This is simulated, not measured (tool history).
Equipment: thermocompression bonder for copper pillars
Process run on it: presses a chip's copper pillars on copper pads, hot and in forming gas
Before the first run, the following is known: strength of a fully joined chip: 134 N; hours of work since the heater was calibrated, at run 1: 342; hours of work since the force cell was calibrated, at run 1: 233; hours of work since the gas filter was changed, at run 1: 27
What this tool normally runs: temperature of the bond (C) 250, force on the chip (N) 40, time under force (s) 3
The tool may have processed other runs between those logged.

run   hour  temperature of the bond (C)  force on the chip (N)  time under force (s)  hours of work since the heater was calibrated  hours of work since the force cell was calibrated  hours of work since the gas filter was changed  force that shears a chip off (N)
  1      0                          250                     40                     3                                            342                                                233                                              27                              94.9
  2   28.2                          250                     40                     3                                            360                                                250                                              44                                95
  3   68.9                          250                     40                     3                                            384                                                275                                              68                              94.7
  4  109.6                          250                     40                     3                                            409                                                300                                              93                              93.1
  5  141.7                          250                     40                     3                                            428                                                319                                             113                              91.5
  6  186.5                          250                     40                     3                                            455                                                346                                             140                              92.6
  7  222.1                          250                     53                     3                                            477                                                368                                             161                             106.7
  8    263                          250                     53                     3                                            502                                                392                                             186                             106.9
     285.5  -- forming gas filter changed
  9  289.6                          237                     29                     5                                            518                                                408                                               2                              76.4
 10  318.3                          237                     29                     5                                            535                                                426                                              20                              76.3
 11  347.7                          270                     52                     6                                            553                                                443                                              38                             128.8
 12  372.9                          270                     52                     6                                            568                                                459                                              53                             127.5
 13  410.4                          250                     24                     3                                            591                                                481                                              76                              61.5
 14  453.8                          250                     48                     3                                            617                                                508                                             102                             102.2
 15  477.2                          234                     28                     5                                            631                                                522                                             116                              69.1
 16  521.2                          234                     28                     5                                            658                                                549                                             143                              67.2

Alternative continuations, all from the tool just after run 16; predict every row:
  A  559.6                          221                     40                     3                                            681                                                572                                             166                                 ?
  B  559.6                          268                     37                     5                                            681                                                572                                             166                                 ?
  C  559.6                          278                     39                     9                                            681                                                572                                             166                                 ?
  D  559.6                          224                     46                     5                                            681                                                572                                             166                                 ?

run  force that shears a chip off (N)
  A                              65.6
  B                             109.2
  C                             124.1
  D                              89.6
What these runs would have given with no unlogged condition in the tool:
run  force that shears a chip off (N)
  A                                69
  B                             114.3
  C                             129.2
  D                              94.1

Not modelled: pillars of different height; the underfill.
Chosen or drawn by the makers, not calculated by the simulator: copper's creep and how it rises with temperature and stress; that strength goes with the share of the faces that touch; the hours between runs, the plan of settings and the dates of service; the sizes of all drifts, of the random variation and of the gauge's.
